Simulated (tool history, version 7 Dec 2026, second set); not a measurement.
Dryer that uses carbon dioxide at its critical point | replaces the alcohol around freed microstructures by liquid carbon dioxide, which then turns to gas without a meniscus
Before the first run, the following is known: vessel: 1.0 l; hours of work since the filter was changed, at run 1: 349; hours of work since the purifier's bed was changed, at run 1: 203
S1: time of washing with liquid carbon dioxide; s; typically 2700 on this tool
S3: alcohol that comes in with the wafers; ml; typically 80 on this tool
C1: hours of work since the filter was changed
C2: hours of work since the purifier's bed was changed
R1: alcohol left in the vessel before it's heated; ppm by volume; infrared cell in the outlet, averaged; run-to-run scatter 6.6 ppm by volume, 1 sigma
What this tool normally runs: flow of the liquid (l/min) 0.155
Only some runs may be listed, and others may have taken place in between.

{"run": 1, "hour": 0.0, "S1": 2700, "flow of the liquid (l/min)": 0.155, "S3": 80, "C1": 349, "C2": 203, "R1": 469}
{"run": 2, "hour": 10.2, "S1": 2700, "flow of the liquid (l/min)": 0.155, "S3": 24, "C1": 355, "C2": 209, "R1": 162}
{"run": 3, "hour": 30.6, "S1": 2700, "flow of the liquid (l/min)": 0.155, "S3": 24, "C1": 366, "C2": 220, "R1": 151}
{"run": 4, "hour": 43.3, "S1": 2700, "flow of the liquid (l/min)": 0.155, "S3": 24, "C1": 373, "C2": 227, "R1": 167}
{"run": 5, "hour": 57.9, "S1": 2700, "flow of the liquid (l/min)": 0.155, "S3": 24, "C1": 382, "C2": 235, "R1": 173}
{"run": 6, "hour": 77.3, "S1": 2700, "flow of the liquid (l/min)": 0.176, "S3": 80, "C1": 393, "C2": 246, "R1": 262}
{"run": 7, "hour": 88.4, "S1": 2700, "flow of the liquid (l/min)": 0.176, "S3": 80, "C1": 399, "C2": 253, "R1": 269}
{"hour": 98.9, "done": "inlet filter changed"}
{"run": 8, "hour": 108.2, "S1": 2700, "flow of the liquid (l/min)": 0.176, "S3": 66, "C1": 5, "C2": 263, "R1": 128}
{"run": 9, "hour": 121.5, "S1": 2700, "flow of the liquid (l/min)": 0.218, "S3": 66, "C1": 13, "C2": 271, "R1": 42}
{"run": 10, "hour": 134.6, "S1": 2700, "flow of the liquid (l/min)": 0.218, "S3": 66, "C1": 20, "C2": 278, "R1": 59}
{"run": 11, "hour": 148.8, "S1": 2700, "flow of the liquid (l/min)": 0.218, "S3": 66, "C1": 28, "C2": 286, "R1": 46}
{"run": 12, "hour": 159.1, "S1": 2700, "flow of the liquid (l/min)": 0.218, "S3": 66, "C1": 34, "C2": 292, "R1": 50}
{"run": 13, "hour": 178.5, "S1": 2700, "flow of the liquid (l/min)": 0.218, "S3": 66, "C1": 45, "C2": 303, "R1": 42}
{"run": 14, "hour": 195.8, "S1": 2700, "flow of the liquid (l/min)": 0.218, "S3": 66, "C1": 55, "C2": 313, "R1": 50}
{"run": 15, "hour": 219.7, "S1": 2700, "flow of the liquid (l/min)": 0.218, "S3": 66, "C1": 68, "C2": 326, "R1": 61}
{"run": 16, "hour": 233.9, "S1": 3720, "flow of the liquid (l/min)": 0.155, "S3": 80, "C1": 76, "C2": 334, "R1": 68}
{"run": 17, "hour": 256.9, "S1": 3720, "flow of the liquid (l/min)": 0.155, "S3": 80, "C1": 89, "C2": 347, "R1": 78}
{"run": 18, "hour": 268.3, "S1": 2700, "flow of the liquid (l/min)": 0.155, "S3": 69, "C1": 96, "C2": 354, "R1": 319}
{"run": 19, "hour": 285.1, "S1": 2700, "flow of the liquid (l/min)": 0.159, "S3": 80, "C1": 105, "C2": 363, "R1": 319}
{"run": 20, "hour": 296.9, "S1": 2700, "flow of the liquid (l/min)": 0.159, "S3": 80, "C1": 112, "C2": 370, "R1": 312}
{"run": 21, "hour": 307.1, "S1": 2700, "flow of the liquid (l/min)": 0.159, "S3": 80, "C1": 117, "C2": 375, "R1": 317}
{"run": 22, "hour": 327.8, "S1": 3300, "flow of the liquid (l/min)": 0.155, "S3": 80, "C1": 129, "C2": 387, "R1": 138}
{"run": 23, "hour": 337.7, "S1": 3300, "flow of the liquid (l/min)": 0.155, "S3": 80, "C1": 135, "C2": 393, "R1": 122}
{"run": 24, "hour": 353.0, "S1": 2400, "flow of the liquid (l/min)": 0.156, "S3": 32, "C1": 143, "C2": 401, "R1": 286}
{"run": 25, "hour": 364.4, "S1": 3900, "flow of the liquid (l/min)": 0.193, "S3": 22, "C1": 150, "C2": 408, "R1": 46}
{"run": 26, "hour": 375.4, "S1": 3960, "flow of the liquid (l/min)": 0.101, "S3": 80, "C1": 156, "C2": 414, "R1": 493}
{"run": 27, "hour": 392.5, "S1": 3780, "flow of the liquid (l/min)": 0.155, "S3": 56, "C1": 166, "C2": 424, "R1": 72}
{"run": 28, "hour": 411.2, "S1": 1740, "flow of the liquid (l/min)": 0.231, "S3": 55, "C1": 176, "C2": 434, "R1": 325}
{"run": 29, "hour": 427.8, "S1": 1740, "flow of the liquid (l/min)": 0.231, "S3": 55, "C1": 185, "C2": 443, "R1": 320}
{"run": 30, "hour": 438.6, "S1": 3960, "flow of the liquid (l/min)": 0.241, "S3": 55, "C1": 192, "C2": 450, "R1": 36}
{"run": 31, "hour": 452.9, "S1": 3960, "flow of the liquid (l/min)": 0.241, "S3": 55, "C1": 200, "C2": 458, "R1": 44}
{"run": 32, "hour": 476.5, "S1": 3960, "flow of the liquid (l/min)": 0.241, "S3": 55, "C1": 213, "C2": 471, "R1": 44}
{"run": 33, "hour": 496.9, "S1": 2700, "flow of the liquid (l/min)": 0.155, "S3": 30, "C1": 224, "C2": 482, "R1": 190}
{"run": 34, "hour": 517.0, "S1": 2700, "flow of the liquid (l/min)": 0.155, "S3": 30, "C1": 236, "C2": 494, "R1": 192}
{"run": 35, "hour": 532.9, "S1": 2700, "flow of the liquid (l/min)": 0.176, "S3": 80, "C1": 245, "C2": 503, "R1": 228}
{"run": 36, "hour": 551.8, "S1": 2700, "flow of the liquid (l/min)": 0.2, "S3": 80, "C1": 255, "C2": 513, "R1": 128}
{"run": 37, "hour": 562.0, "S1": 3720, "flow of the liquid (l/min)": 0.185, "S3": 71, "C1": 261, "C2": 519, "R1": 50}
{"run": 38, "hour": 578.4, "S1": 2040, "flow of the liquid (l/min)": 0.126, "S3": 27, "C1": 270, "C2": 528, "R1": 1110}
{"run": 39, "hour": 597.1, "S1": 3120, "flow of the liquid (l/min)": 0.258, "S3": 35, "C1": 281, "C2": 539, "R1": 45}
{"run": 40, "hour": 610.1, "S1": 3120, "flow of the liquid (l/min)": 0.258, "S3": 35, "C1": 288, "C2": 546, "R1": 48}
{"run": 41, "hour": 625.5, "S1": 3180, "flow of the liquid (l/min)": 0.261, "S3": 21, "C1": 297, "C2": 555, "R1": 51}
{"run": 42, "hour": 642.6, "S1": 3420, "flow of the liquid (l/min)": 0.161, "S3": 62, "C1": 307, "C2": 565, "R1": 103}
{"run": 43, "hour": 655.5, "S1": 3420, "flow of the liquid (l/min)": 0.173, "S3": 62, "C1": 314, "C2": 572, "R1": 86}
{"run": 44, "hour": 670.9, "S1": 2760, "flow of the liquid (l/min)": 0.155, "S3": 80, "C1": 323, "C2": 580, "R1": 442}
{"run": 45, "hour": 688.3, "S1": 2940, "flow of the liquid (l/min)": 0.13, "S3": 108, "C1": 332, "C2": 590, "R1": 996}
{"run": 46, "hour": 700.5, "S1": 2940, "flow of the liquid (l/min)": 0.13, "S3": 108, "C1": 339, "C2": 597, "R1": 1006}

Measured result minus the same run's result without the hidden state. Both carry the same run-to-run variation, though not necessarily the same gauge scatter:
Hidden state at play: flow that reaches the vessel past the clogged filter, %; alcohol in the recycled carbon dioxide, ppm; drift of the gauge itself on alcohol_ppm, %.
run=1 R1=+195
run=2 R1=+73
run=3 R1=+74
run=4 R1=+77
run=5 R1=+78
run=6 R1=+132
run=7 R1=+134
run=8 R1=+23
run=9 R1=+21
run=10 R1=+24
run=11 R1=+24
run=12 R1=+24
run=13 R1=+25
run=14 R1=+27
run=15 R1=+28
run=16 R1=+31
run=17 R1=+32
run=18 R1=+63
run=19 R1=+68
run=20 R1=+70
run=21 R1=+73
run=22 R1=+50
run=23 R1=+50
run=24 R1=+70
run=25 R1=+31
run=26 R1=+116
run=27 R1=+39
run=28 R1=+93
run=29 R1=+97
run=30 R1=+34
run=31 R1=+36
run=32 R1=+36
run=33 R1=+74
run=34 R1=+80
run=35 R1=+94
run=36 R1=+69
run=37 R1=+44
run=38 R1=+257
run=39 R1=+42
run=40 R1=+42
run=41 R1=+42
run=42 R1=+69
run=43 R1=+60
run=44 R1=+187
run=45 R1=+365
run=46 R1=+372
